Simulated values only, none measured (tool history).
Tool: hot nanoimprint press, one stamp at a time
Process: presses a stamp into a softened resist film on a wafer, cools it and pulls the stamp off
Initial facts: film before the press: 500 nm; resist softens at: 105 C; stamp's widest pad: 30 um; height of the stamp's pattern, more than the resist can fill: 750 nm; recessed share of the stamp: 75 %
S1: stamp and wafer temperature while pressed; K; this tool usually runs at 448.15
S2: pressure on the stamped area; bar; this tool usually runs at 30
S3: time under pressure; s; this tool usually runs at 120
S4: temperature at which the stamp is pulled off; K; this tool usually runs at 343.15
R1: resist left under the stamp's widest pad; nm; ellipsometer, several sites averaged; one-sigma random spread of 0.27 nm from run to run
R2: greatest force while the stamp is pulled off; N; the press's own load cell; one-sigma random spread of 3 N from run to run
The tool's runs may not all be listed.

run     day      S1    S2   S3      S4     R1   R2
  1       0  448.15    30  120  343.15  218.7  177
  2   0.829  448.15  38.3  120  343.15  188.3  171
  3   1.517  448.15  38.3  120  343.15  188.3  168
  4    2.05  448.15  38.3  120  343.15  188.4  175
  5   2.904  448.15  38.3  120  343.15  189.2  171
  6   3.342  448.15  38.3   98  343.15  203.3  170
  7   3.962  448.15  38.3   98  343.15  202.7  170
  8   4.825  448.15    30  120  343.15  215.9  168
  9   5.588  448.15    30  120  343.15  216.5  172
 10   6.504  448.15    30  120  343.15  216.3  176
 11   7.221  448.15    30  120  343.15  216.4  174
 12   8.067  448.15    30  170  343.15  191.5  180
 13   8.958  448.15    30  170  343.15  191.9  178
 14   9.662  448.15    30  170  343.15    192  187
 15  10.479  448.15    30  170  343.15  192.6  176
 16  11.383  448.15    30  170  343.15    192  186
 17  12.217  447.15  21.1   77  333.15    304  219
 18  12.942  448.15  19.6  120  333.15  270.4  219
 19  13.829  452.15    30  120  333.15    194  220
 20  14.562  452.15    30  120  333.15  194.9  227
 21    15.2  446.15  21.7  120  343.15    271  185
 22  16.175  455.15  28.4  120  351.15  185.2  163
 23  17.108  455.15  28.4  165  339.15  164.9  203
 24  17.617  457.15    33  165  335.15  143.3  222
 25  18.458  454.15    33  240  335.15  135.6  220
 26  19.329  448.15  37.6  239  343.15  150.2  199
 27  20.179  438.15  30.4  239  343.15  231.1  200
 28  20.779  448.15    30  231  343.15  173.4  191
 29  21.588  448.15  19.2  231  343.15  221.8  204

Not shown here: 1 entry made in the log between runs. Locate each between two listed runs and compare the hidden state at the listed run before it with the hidden state at the listed run after it:
Run 1 -> run 2: plate thermocouple calibrated (day 0.429)
  true temperature over the reading, C: -0.83 -> -0.18; pressure that arrives at the usual setting, %: 99.96 -> 99.94; grip of the stamp's worn release coat, % over a new coat's: 16.6 -> 17.3
  measured value less the no-hidden-state value, R1: +5.1 -> +1 nm; R2: +27 -> +26 N
